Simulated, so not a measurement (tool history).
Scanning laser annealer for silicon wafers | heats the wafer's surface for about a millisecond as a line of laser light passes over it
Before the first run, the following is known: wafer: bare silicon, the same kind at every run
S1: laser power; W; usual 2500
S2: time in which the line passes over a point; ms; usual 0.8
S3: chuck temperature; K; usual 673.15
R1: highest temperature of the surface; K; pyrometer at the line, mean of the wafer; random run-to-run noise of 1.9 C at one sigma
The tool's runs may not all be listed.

run   hour    S1     S2      S3       R1
  1      0  2500    0.8  673.15  1424.15
  2   41.6  2500    0.8  673.15  1421.15
  3   71.2  2500    0.8  673.15  1420.15
  4  108.7  2500    0.8  673.15  1422.15
     117.2  -- laser's power meter calibrated
  5  144.5  2749    0.8  673.15  1498.15
  6    215  2749    0.8  673.15  1495.15
  7  277.2  2749  0.585  673.15  1385.15
  8  319.5  2630  0.654  676.15  1389.15
  9  359.1  2500  0.671  702.15  1388.15
 10  423.3  2477  0.878  673.15  1435.15
     468.1  -- laser's power meter calibrated, once more
 11  487.2  2277   0.58  643.15  1234.15

Forecast each of these 5 alternatives for the next run:
  A  519.8  2181   0.58  643.15   ?
  B  519.8  2700  0.877  696.15   ?
  C  519.8  2471  0.762  700.15   ?
  D  519.8  2147    0.8  648.15   ?
  E  519.8  2206  0.997  673.15   ?

run       R1
  A  1210.15
  B  1538.15
  C  1424.15
  D  1288.15
  E  1404.15
Take away the tool's hidden state, keep each run's random variation, and the runs would have read:
run       R1
  A  1217.15
  B  1549.15
  C  1433.15
  D  1296.15
  E  1413.15
